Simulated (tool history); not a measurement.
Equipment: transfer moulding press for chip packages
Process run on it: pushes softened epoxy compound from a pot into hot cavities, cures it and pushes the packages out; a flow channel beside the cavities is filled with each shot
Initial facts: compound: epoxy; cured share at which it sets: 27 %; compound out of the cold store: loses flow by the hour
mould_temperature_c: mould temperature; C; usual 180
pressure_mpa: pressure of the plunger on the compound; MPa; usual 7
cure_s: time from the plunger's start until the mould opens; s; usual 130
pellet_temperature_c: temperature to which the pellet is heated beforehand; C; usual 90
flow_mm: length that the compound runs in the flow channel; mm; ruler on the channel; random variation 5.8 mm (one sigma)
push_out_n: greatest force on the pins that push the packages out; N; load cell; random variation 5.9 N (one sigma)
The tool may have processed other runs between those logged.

| run | day | mould_temperature_c | pressure_mpa | cure_s | pellet_temperature_c | incoming compound's hours out of the cold store | flow_mm | push_out_n |
|---|---|---|---|---|---|---|---|---|
| 1 | 0 | 180 | 7 | 130 | 90 | 13.1 | 695 | 366 |
| 2 | 0.979 | 180 | 7 | 130 | 90 | 8.8 | 683 | 410 |
|  | 1.217 | cavities cleaned with cleaning compound and waxed |
| 3 | 2.025 | 180 | 7 | 130 | 90 | 46.4 | 555 | 288 |
| 4 | 2.929 | 180 | 7 | 130 | 90 | 47.8 | 561 | 344 |
|  | 3.942 | cavities cleaned with cleaning compound and waxed |
| 5 | 4.117 | 180 | 7 | 130 | 90 | 17.6 | 648 | 255 |
| 6 | 5.562 | 180 | 7 | 130 | 90 | 44.4 | 557 | 352 |
| 7 | 6.429 | 177 | 7.01 | 130 | 90 | 41.2 | 574 | 455 |
|  | 6.604 | cavities cleaned with cleaning compound and waxed |
| 8 | 7.15 | 177 | 7.01 | 130 | 90 | 33.1 | 601 | 342 |
| 9 | 7.838 | 177 | 6.63 | 115 | 80 | 40.7 | 561 | 516 |
| 10 | 8.442 | 180 | 5.24 | 118 | 90 | 8.5 | 590 | 491 |
| 11 | 9.142 | 187 | 5.24 | 118 | 90 | 18.8 | 535 | 328 |

Predict each of these 3 candidate next runs independently; none follows another, all start after run 11:
|  | 9.308 | cavities cleaned with cleaning compound and waxed |
| A | 10 | 183 | 6.91 | 118 | 90 | 25.4 | ? | ? |
|  | 9.308 | cavities cleaned with cleaning compound and waxed |
| B | 10 | 180 | 7 | 150 | 90 | 35.1 | ? | ? |
|  | 9.308 | cavities cleaned with cleaning compound and waxed |
| C | 10 | 187 | 7.15 | 130 | 84 | 36.7 | ? | ? |

| run | flow_mm | push_out_n |
|---|---|---|
| A | 602 | 293 |
| B | 589 | 244 |
| C | 560 | 223 |
With no hidden state in the tool, these same runs would have given:
| run | flow_mm | push_out_n |
|---|---|---|
| A | 653 | 226 |
| B | 638 | 192 |
| C | 607 | 175 |

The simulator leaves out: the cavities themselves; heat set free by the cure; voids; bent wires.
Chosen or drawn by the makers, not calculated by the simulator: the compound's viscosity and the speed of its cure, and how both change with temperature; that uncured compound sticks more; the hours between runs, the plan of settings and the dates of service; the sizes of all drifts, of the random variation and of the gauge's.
